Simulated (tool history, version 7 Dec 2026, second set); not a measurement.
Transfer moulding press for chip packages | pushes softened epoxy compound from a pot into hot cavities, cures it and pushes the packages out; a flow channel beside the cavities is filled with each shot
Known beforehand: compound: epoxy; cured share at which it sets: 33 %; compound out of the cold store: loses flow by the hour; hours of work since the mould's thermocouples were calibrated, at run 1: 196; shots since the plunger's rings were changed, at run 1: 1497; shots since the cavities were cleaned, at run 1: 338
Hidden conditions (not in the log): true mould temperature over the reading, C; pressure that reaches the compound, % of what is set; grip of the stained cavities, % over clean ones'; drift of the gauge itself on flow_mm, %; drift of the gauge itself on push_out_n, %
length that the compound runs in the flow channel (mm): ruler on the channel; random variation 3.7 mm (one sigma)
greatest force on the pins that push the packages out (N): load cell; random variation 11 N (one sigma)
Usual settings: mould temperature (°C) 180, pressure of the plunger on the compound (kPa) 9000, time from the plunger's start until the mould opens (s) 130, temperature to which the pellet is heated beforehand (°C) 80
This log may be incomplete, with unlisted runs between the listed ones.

run   hour  mould temperature (°C)  pressure of the plunger on the compound (kPa)  time from the plunger's start until the mould opens (s)  temperature to which the pellet is heated beforehand (°C)  hours of work since the mould's thermocouples were calibrated  shots since the plunger's rings were changed  shots since the cavities were cleaned  incoming compound's hours out of the cold store  length that the compound runs in the flow channel (mm)  greatest force on the pins that push the packages out (N)
  1      0                     180                                           9000                                                      130                                                         80                                                            196                                          1497                                    338                                             18.1                                                     536                                                        693
  2   14.7                     180                                           9000                                                      130                                                         80                                                            208                                          1654                                    495                                             25.5                                                     517                                                        754
  3   24.7                     180                                           9000                                                      130                                                         80                                                            215                                          1761                                    602                                             35.7                                                     491                                                        740
  4   36.7                     180                                           9000                                                      130                                                         80                                                            225                                          1890                                    731                                             27.7                                                     509                                                        788
  5   51.8                     180                                           9000                                                      130                                                         80                                                            237                                          2052                                    893                                             22.7                                                     519                                                        857
      62.4  -- cavities cleaned with cleaning compound and waxed
  6   62.4                     180                                           9000                                                      130                                                         80                                                            244                                          2149                                      0                                             16.3                                                     535                                                        503
  7   72.8                     180                                           9000                                                      130                                                         80                                                            252                                          2260                                    111                                             26.6                                                     511                                                        568
  8   87.3                     180                                           9000                                                      130                                                         80                                                            263                                          2416                                    267                                             12.8                                                     543                                                        703
  9  100.2                     180                                           9000                                                      130                                                         80                                                            273                                          2553                                    404                                             24.8                                                     512                                                        732
 10  116.9                     180                                           9000                                                      130                                                         80                                                            286                                          2733                                    584                                             38.6                                                     481                                                        753
 11  133.1                     180                                           9000                                                      130                                                         80                                                            299                                          2906                                    757                                              8.4                                                     544                                                        858
 12  145.7                     180                                           9000                                                      130                                                         80                                                            309                                          3041                                    892                                             10.9                                                     535                                                        903
     156.4  -- cavities cleaned with cleaning compound and waxed
 13  160.2                     180                                           7640                                                      130                                                         80                                                            319                                          3180                                     41                                             47.6                                                     422                                                        517
     163.3  -- mould's thermocouples calibrated
     180.5  -- plunger's sealing rings changed
 14  182.7                     180                                           7640                                                      130                                                         80                                                             13                                            24                                    234                                             32.6                                                     473                                                        673
 15  199.5                     180                                           7640                                                      130                                                         80                                                             26                                           204                                    414                                             34.1                                                     472                                                        750
 16  214.7                     180                                           7640                                                      114                                                         73                                                             38                                           366                                    576                                               43                                                     456                                                        994
 17  224.5                     176                                           9650                                                      131                                                         82                                                             46                                           471                                    681                                             22.4                                                     565                                                       1034
 18  236.9                     176                                           8440                                                      121                                                         82                                                             55                                           604                                    814                                             28.7                                                     513                                                       1292
     254.7  -- mould's thermocouples calibrated, once more
     256.6  -- cavities cleaned with cleaning compound and waxed
 19  256.6                     176                                           8440                                                      121                                                         82                                                              0                                           778                                      0                                             38.2                                                     487                                                        636
 20  267.9                     176                                           8440                                                      121                                                         82                                                              9                                           899                                    121                                              8.3                                                     553                                                        880
 21  284.6                     180                                           9720                                                      121                                                         79                                                             22                                          1078                                    300                                             35.7                                                     517                                                        726
 22  299.2                     180                                           9720                                                      121                                                         79                                                             34                                          1234                                    456                                             20.8                                                     556                                                        814
 23  311.4                     183                                           9960                                                      146                                                         80                                                             43                                          1364                                    586                                             12.5                                                     567                                                        669

What if the next run were any one of these 3? Each begins from the tool's condition after run 23:
  A  321.3                     180                                           7970                                                      117                                                         79                                                             51                                          1470                                    692                                             47.8                                                       ?                                                          ?
  B  321.3                     175                                           9960                                                      153                                                         80                                                             51                                          1470                                    692                                             36.4                                                       ?                                                          ?
  C  321.3                     183                                          10970                                                      125                                                         88                                                             51                                          1470                                    692                                             13.1                                                       ?                                                          ?

run  length that the compound runs in the flow channel (mm)  greatest force on the pins that push the packages out (N)
  A                                                     446                                                        930
  B                                                     536                                                        819
  C                                                     586                                                        742
With no hidden state in the tool, these same runs would have given:
run  length that the compound runs in the flow channel (mm)  greatest force on the pins that push the packages out (N)
  A                                                     457                                                        559
  B                                                     550                                                        488
  C                                                     601                                                        445
